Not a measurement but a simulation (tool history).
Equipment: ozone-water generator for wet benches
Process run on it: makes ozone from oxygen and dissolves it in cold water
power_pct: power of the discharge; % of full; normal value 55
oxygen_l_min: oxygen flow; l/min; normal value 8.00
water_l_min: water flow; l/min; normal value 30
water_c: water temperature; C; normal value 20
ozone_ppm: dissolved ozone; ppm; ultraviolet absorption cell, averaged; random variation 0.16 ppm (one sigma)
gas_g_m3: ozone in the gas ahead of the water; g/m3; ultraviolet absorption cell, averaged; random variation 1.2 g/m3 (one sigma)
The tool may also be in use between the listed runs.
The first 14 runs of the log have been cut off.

{"run": 15, "hour": 744.6, "power_pct": 55, "oxygen_l_min": 8.0, "water_l_min": 30, "water_c": 20, "ozone_ppm": 20.5, "gas_g_m3": 218.5}
{"run": 16, "hour": 814.8, "power_pct": 55, "oxygen_l_min": 8.0, "water_l_min": 30, "water_c": 20, "ozone_ppm": 20.4, "gas_g_m3": 216.7}
{"run": 17, "hour": 868.8, "power_pct": 55, "oxygen_l_min": 8.0, "water_l_min": 30, "water_c": 20, "ozone_ppm": 20.1, "gas_g_m3": 216.3}
{"run": 18, "hour": 905.0, "power_pct": 55, "oxygen_l_min": 8.0, "water_l_min": 30, "water_c": 20, "ozone_ppm": 20.2, "gas_g_m3": 216.3}
{"run": 19, "hour": 985.1, "power_pct": 55, "oxygen_l_min": 8.0, "water_l_min": 30, "water_c": 20, "ozone_ppm": 20.2, "gas_g_m3": 218.0}
{"run": 20, "hour": 1067.4, "power_pct": 55, "oxygen_l_min": 8.0, "water_l_min": 30, "water_c": 20, "ozone_ppm": 20.3, "gas_g_m3": 217.7}
{"run": 21, "hour": 1125.9, "power_pct": 66, "oxygen_l_min": 4.76, "water_l_min": 30, "water_c": 15, "ozone_ppm": 22.9, "gas_g_m3": 314.1}
{"run": 22, "hour": 1168.9, "power_pct": 66, "oxygen_l_min": 5.25, "water_l_min": 21, "water_c": 15, "ozone_ppm": 30.8, "gas_g_m3": 297.8}
{"hour": 1176.4, "done": "water thermometer calibrated"}
{"run": 23, "hour": 1204.6, "power_pct": 48, "oxygen_l_min": 6.75, "water_l_min": 30, "water_c": 22, "ozone_ppm": 18.2, "gas_g_m3": 220.5}
{"run": 24, "hour": 1284.0, "power_pct": 48, "oxygen_l_min": 6.75, "water_l_min": 30, "water_c": 22, "ozone_ppm": 18.2, "gas_g_m3": 219.9}
{"run": 25, "hour": 1345.4, "power_pct": 66, "oxygen_l_min": 4.44, "water_l_min": 25, "water_c": 15, "ozone_ppm": 26.1, "gas_g_m3": 323.5}
{"run": 26, "hour": 1412.7, "power_pct": 55, "oxygen_l_min": 8.0, "water_l_min": 24, "water_c": 17, "ozone_ppm": 24.8, "gas_g_m3": 217.2}
{"run": 27, "hour": 1472.3, "power_pct": 47, "oxygen_l_min": 9.8, "water_l_min": 30, "water_c": 23, "ozone_ppm": 17.4, "gas_g_m3": 178.3}
{"run": 28, "hour": 1505.9, "power_pct": 55, "oxygen_l_min": 12.41, "water_l_min": 25, "water_c": 18, "ozone_ppm": 22.7, "gas_g_m3": 168.6}
{"hour": 1522.6, "done": "water thermometer calibrated, once more"}
{"run": 29, "hour": 1550.1, "power_pct": 43, "oxygen_l_min": 8.0, "water_l_min": 30, "water_c": 20, "ozone_ppm": 17.4, "gas_g_m3": 189.3}

What does the tool deliver on the next run?
{"run": 30, "hour": 1624.1, "power_pct": 66, "oxygen_l_min": 8.0, "water_l_min": 30, "water_c": 19, "ozone_ppm": "?", "gas_g_m3": "?"}

{"run 30": {"ozone_ppm": 22.0, "gas_g_m3": 238.2}}
Take away the tool's hidden state, keep the run-to-run variation as it was, and the same run would have given ozone_ppm 23.9 ppm, gas_g_m3 248.5 g/m3.
